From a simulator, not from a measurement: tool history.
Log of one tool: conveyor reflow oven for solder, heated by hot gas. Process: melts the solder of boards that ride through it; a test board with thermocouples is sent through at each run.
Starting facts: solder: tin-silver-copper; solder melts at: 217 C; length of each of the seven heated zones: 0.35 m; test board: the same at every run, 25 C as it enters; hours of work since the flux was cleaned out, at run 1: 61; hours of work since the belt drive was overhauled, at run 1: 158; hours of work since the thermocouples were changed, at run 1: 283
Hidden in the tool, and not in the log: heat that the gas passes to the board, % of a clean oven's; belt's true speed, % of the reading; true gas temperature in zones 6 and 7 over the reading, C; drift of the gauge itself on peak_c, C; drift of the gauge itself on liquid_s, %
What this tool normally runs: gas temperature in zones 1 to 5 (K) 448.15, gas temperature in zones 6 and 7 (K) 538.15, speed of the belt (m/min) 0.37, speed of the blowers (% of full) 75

run   hour  gas temperature in zones 1 to 5 (K)  gas temperature in zones 6 and 7 (K)  speed of the belt (m/min)  speed of the blowers (% of full)  hours of work since the flux was cleaned out  hours of work since the belt drive was overhauled  hours of work since the thermocouples were changed  highest temperature of the board (K)  time above the solder's melting point (s)
  1      0                               448.15                                538.15                       0.37                                75                                            61                                                158                                                 283                                524.85                                       85.7
  2    9.6                               448.15                                538.15                       0.37                                75                                            67                                                164                                                 289                                524.75                                       86.9
  3     16                               448.15                                537.15                       0.37                                75                                            70                                                168                                                 293                                524.15                                         85
  4   24.1                               448.15                                538.15                       0.37                                75                                            75                                                173                                                 298                                524.65                                         86
  5   33.6                               448.15                                538.15                       0.37                                70                                            81                                                178                                                 304                                523.75                                       84.6
  6   40.7                               448.15                                538.15                       0.37                                70                                            86                                                183                                                 308                                524.45                                       85.2
  7   47.9                               448.15                                538.15                       0.37                                68                                            90                                                187                                                 312                                523.25                                       84.1
  8   55.9                               448.15                                538.15                       0.37                                52                                            95                                                192                                                 317                                520.35                                       79.1
  9   61.8                               445.15                                538.15                       0.37                                52                                            98                                                196                                                 321                                519.45                                       76.1
 10   70.6                               445.15                                538.15                       0.37                                52                                           104                                                201                                                 326                                519.25                                       76.2
 11   75.4                               445.15                                538.15                      0.369                                52                                           107                                                204                                                 329                                519.95                                       77.1
 12   79.8                               445.15                                538.15                      0.369                                52                                           109                                                207                                                 332                                520.25                                         77
 13   84.6                               448.15                                538.15                       0.37                                75                                           112                                                209                                                 335                                524.95                                       85.9
 14   90.5                               448.15                                538.15                       0.37                                75                                           116                                                213                                                 338                                524.55                                       85.8
      95.2  -- belt drive overhauled, speed set with a stopwatch
 15    100                               448.15                                538.15                       0.37                                75                                           119                                                  3                                                 342                                524.85                                       86.3
 16  106.7                               447.15                                552.15                       0.37                                71                                           123                                                  7                                                 346                                536.45                                       96.1
 17    115                               447.15                                552.15                       0.37                                71                                           128                                                 12                                                 351                                536.45                                       95.6
     123.6  -- belt drive overhauled, speed set with a stopwatch, once more
 18  124.9                               447.15                                552.15                       0.37                                71                                           132                                                  1                                                 354                                536.25                                       95.1
 19    132                               452.15                                538.15                       0.37                                65                                           136                                                  5                                                 359                                523.75                                       85.8
 20  136.3                               445.15                                538.15                       0.37                                75                                           139                                                  8                                                 361                                524.25                                       82.8
 21  141.5                               448.15                                534.15                      0.332                                75                                           142                                                 11                                                 364                                523.85                                       95.8
 22  147.2                               448.15                                534.15                      0.332                                75                                           146                                                 14                                                 368                                523.55                                       95.5
 23  153.5                               443.15                                539.15                      0.344                                75                                           149                                                 18                                                 372                                526.65                                       92.5
 24  159.3                               443.15                                539.15                      0.344                                61                                           153                                                 22                                                 375                                524.35                                       88.7
 25  167.9                               444.15                                539.15                      0.344                                75                                           158                                                 27                                                 381                                527.45                                       93.2
 26  172.6                               444.15                                539.15                      0.344                                75                                           161                                                 30                                                 383                                527.05                                       92.8
 27  181.1                               444.15                                530.15                      0.413                                71                                           166                                                 35                                                 389                                512.65                                       58.6
 28  187.6                               448.15                                538.15                       0.37                                54                                           170                                                 39                                                 393                                520.55                                       78.6
 29  194.6                               455.15                                538.15                       0.37                                54                                           174                                                 43                                                 397                                522.15                                       84.4
 30  204.2                               455.15                                538.15                       0.37                                54                                           180                                                 49                                                 403                                521.65                                       84.2

Entry by entry between the runs, the difference in hidden state between the last listed run before and the first listed run after:
From run 14 to run 15: belt drive overhauled, speed set with a stopwatch (hour 95.2)
  belt's true speed, % of the reading: 99.64 -> 99.51
  measured less the result without the state, highest temperature of the board (K): -0.5 -> -0.4; time above the solder's melting point (s): -0.5 -> -0.3
From run 17 to run 18: belt drive overhauled, speed set with a stopwatch, once more (hour 123.6)
  heat that the gas passes to the board, % of a clean oven's: 96 -> 95.9; belt's true speed, % of the reading: 99.5 -> 100.05
  measured less the result without the state, highest temperature of the board (K): -0.5 -> -0.7; time above the solder's melting point (s): -0.1 -> -0.8
